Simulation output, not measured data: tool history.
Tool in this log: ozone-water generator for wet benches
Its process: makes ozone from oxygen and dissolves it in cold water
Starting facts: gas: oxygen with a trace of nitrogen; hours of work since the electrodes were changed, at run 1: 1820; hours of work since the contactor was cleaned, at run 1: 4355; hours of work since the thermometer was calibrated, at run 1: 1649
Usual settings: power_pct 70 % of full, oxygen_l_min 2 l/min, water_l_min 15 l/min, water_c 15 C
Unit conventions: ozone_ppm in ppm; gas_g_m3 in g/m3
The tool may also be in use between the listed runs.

run	hour	power_pct	oxygen_l_min	water_l_min	water_c	hours of work since the electrodes were changed	hours of work since the contactor was cleaned	hours of work since the thermometer was calibrated	ozone_ppm	gas_g_m3
1	0	70	2	15	15	1820	4355	1649	8.5	146
2	55.7	70	2	15	15	1856	4391	1685	8.7	146.2
3	112.3	70	2	15	15	1892	4427	1721	8.4	144.8
4	211.6	70	2	15	15	1955	4490	1784	8.5	145.2
5	276.5	70	2	15	15	1996	4532	1825	8.6	144.6
6	362.6	70	1.34	15	15	2051	4586	1880	7.3	167
7	454.7	70	1.34	15	15	2110	4645	1939	7.1	164.7
8	535.1	70	2	15	15	2161	4696	1990	8.3	144.2
9	630.6	70	2.37	15	15	2222	4757	2051	8.9	136.5
10	689	70	2	15	15	2259	4794	2088	8.4	142.6
11	747.4	53	2	15	15	2296	4831	2125	6.6	117.2
12	822.2	53	2	15	15	2344	4879	2173	6.7	115.7
13	896.7	53	2	17	15	2392	4927	2220	5.9	115.2
14	977.5	53	2	17	15	2443	4978	2272	5.9	113.9
15	1041.2	53	2	17	15	2484	5019	2312	6	116.1
16	1124.9	70	2	15	15	2537	5072	2366	8.2	142.5
17	1184.8	70	2	15	15	2575	5110	2404	8.1	142.4
18	1251.3	43	2	19	15	2617	5152	2446	4.5	98.7

Run 19 comes next. What will it give?
19	1334	91	2.18	16	11	2670	5205	2499	?	?

{"run 19": {"ozone_ppm": 9.9, "gas_g_m3": 165.6}}
Were there no unlogged condition in the tool, this run, its random variation unchanged, would have produced ozone_ppm 11.6 ppm, gas_g_m3 180.5 g/m3.
